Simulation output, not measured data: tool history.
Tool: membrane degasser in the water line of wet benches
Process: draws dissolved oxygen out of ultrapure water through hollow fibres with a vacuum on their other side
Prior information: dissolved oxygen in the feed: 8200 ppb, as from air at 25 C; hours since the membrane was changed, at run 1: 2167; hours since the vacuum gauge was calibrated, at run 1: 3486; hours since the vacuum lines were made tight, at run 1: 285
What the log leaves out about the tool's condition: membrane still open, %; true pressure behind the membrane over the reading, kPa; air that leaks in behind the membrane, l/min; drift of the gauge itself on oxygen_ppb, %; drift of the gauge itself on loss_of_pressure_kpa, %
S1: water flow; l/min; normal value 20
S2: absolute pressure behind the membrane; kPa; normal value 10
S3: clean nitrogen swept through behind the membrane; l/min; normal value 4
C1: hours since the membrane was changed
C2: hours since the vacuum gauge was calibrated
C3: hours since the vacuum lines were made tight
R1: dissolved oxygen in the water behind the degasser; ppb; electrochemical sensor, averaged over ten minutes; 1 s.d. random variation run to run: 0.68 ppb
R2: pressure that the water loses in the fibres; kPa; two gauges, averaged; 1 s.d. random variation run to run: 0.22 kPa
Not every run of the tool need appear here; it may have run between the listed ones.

run    hour  S1    S2     S3    C1    C2    C3     R1     R2
  1       0  20    10      4  2167  3486   285   85.6   52.5
  2    90.1  20    10  10.65  2257  3576   376   33.8  52.86
  3   185.8  20    10  10.65  2353  3672   471   34.8   52.6
  4   280.8  20    10   5.15  2448  3767   566   67.7  52.65
  5     358  20    10   5.15  2525  3844   643   67.7  53.21
  6   425.3  20    10      4  2592  3911   711   85.1  53.12
  7   479.4  20    10      4  2646  3965   765   86.3  52.67
  8   532.6  20   7.4      4  2700  4018   818   54.3     53
  9   621.1  19    10      4  2788  4107   907   81.4     50
 10     674  19    10      4  2841  4160   959   82.2   50.2
 11   714.6  19    10      4  2882  4200  1000   80.9  50.36
 12   766.8  20    10      4  2934  4253  1052   86.3  52.76
 13   859.8  20    10      4  3027  4346  1145   86.6  53.18
 14   955.6  20    10      4  3123  4441  1241   86.7  53.05
 15  1047.9  20    10      4  3215  4534  1333   86.8  52.86
 16  1127.5  20    10      4  3294  4613  1413   86.6  52.93
     1136.3  -- vacuum gauge calibrated
 17  1187.4  28  14.1   6.33  3354    51  1472  125.1  74.31
 18  1255.6  13  10.2      4  3422   119  1541     58  34.51
 19  1350.6  16  10.2  11.15  3517   214  1636   26.5  42.62
 20  1448.7  13  11.5   2.71  3615   312  1734   99.4  34.57
       1456  -- vacuum gauge calibrated, once more
 21  1520.3  13  11.5   6.08  3686    64  1805     46  34.54
 22  1611.2  13  11.5   6.08  3777   155  1896   44.8  34.63
 23  1654.4  23  19.2   8.42  3820   198  1939  110.1     61
 24  1729.8  12    10  10.49  3896   274  2014   20.4  32.12
 25    1786  23   7.5   2.09  3952   330  2070  114.4  60.84
 26  1851.1  28   9.2   4.58  4017   395  2136   94.9  74.22
 27    1918  20   6.1      4  4084   462  2202   38.1  53.12
 28  1978.1  14     8   2.31  4144   522  2263   72.5  37.29
 29  2071.5  20  10.1   1.61  4237   615  2356  201.6  53.49
 30  2122.3  20  10.1   1.61  4288   666  2407  204.6  53.29
 31  2170.8  14  10.1   2.84  4337   715  2455   84.9  37.43

Predict each of these 5 candidate next runs independently; none follows another, all start after run 31:
  A  2261.4  23  10.1  2.84  4427  805  2546   ?   ?
  B  2261.4  20    10  4.69  4427  805  2546   ?   ?
  C  2261.4  20  10.6  6.83  4427  805  2546   ?   ?
  D  2261.4  20   6.8     4  4427  805  2546   ?   ?
  E  2261.4  20    10  2.13  4427  805  2546   ?   ?

run     R1     R2
  A  135.2  61.39
  B   74.8  53.32
  C     56  53.54
  D   47.8   53.2
  E  156.1   53.3
Without the tool's unlogged condition, the same runs would have read:
run     R1     R2
  A  132.4  60.11
  B     73  52.21
  C   54.6  52.43
  D   46.2  52.09
  E  152.9  52.18
